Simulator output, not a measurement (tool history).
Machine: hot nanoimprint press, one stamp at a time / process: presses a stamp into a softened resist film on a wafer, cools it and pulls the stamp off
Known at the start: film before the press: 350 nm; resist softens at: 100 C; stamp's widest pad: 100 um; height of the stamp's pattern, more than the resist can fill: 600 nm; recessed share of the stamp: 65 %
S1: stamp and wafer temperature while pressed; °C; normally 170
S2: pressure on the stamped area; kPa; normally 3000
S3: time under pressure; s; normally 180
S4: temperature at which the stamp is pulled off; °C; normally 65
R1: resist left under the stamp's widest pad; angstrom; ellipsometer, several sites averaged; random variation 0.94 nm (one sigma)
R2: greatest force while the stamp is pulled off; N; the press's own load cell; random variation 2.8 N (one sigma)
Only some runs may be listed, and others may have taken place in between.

run,day,S1,S2,S3,S4,R1,R2
1,0.000,170,3000,180,65,1367,140
2,0.904,170,3710,180,65,1196,141
3,2.517,170,3710,180,65,1205,141
4,3.679,170,3000,151,65,1444,144
5,5.162,170,3000,151,65,1444,149
6,6.162,170,3000,180,65,1372,151
# day 7.033: stamp cleaned and given a new release coat
7,7.917,170,3000,180,65,1360,133
8,8.858,170,3000,180,65,1391,138
9,9.562,170,2570,95,64,1843,143
10,11.221,170,4510,308,65,916,144
11,12.904,170,4510,308,65,904,140
12,14.329,170,3000,94,65,1736,149
13,16.042,170,2080,112,54,2004,196
# day 17.388: stamp cleaned and given a new release coat
14,17.971,161,3960,112,54,2104,173
15,19.433,161,3960,112,54,2094,172

Expected results for the next run?
16,20.162,168,3960,112,54,?,?

R1: 1550 angstrom
R2: 189 N
Take away the tool's hidden state, keep the run-to-run variation as it was, and the same run would have given R1 1445 angstrom, R2 177 N.
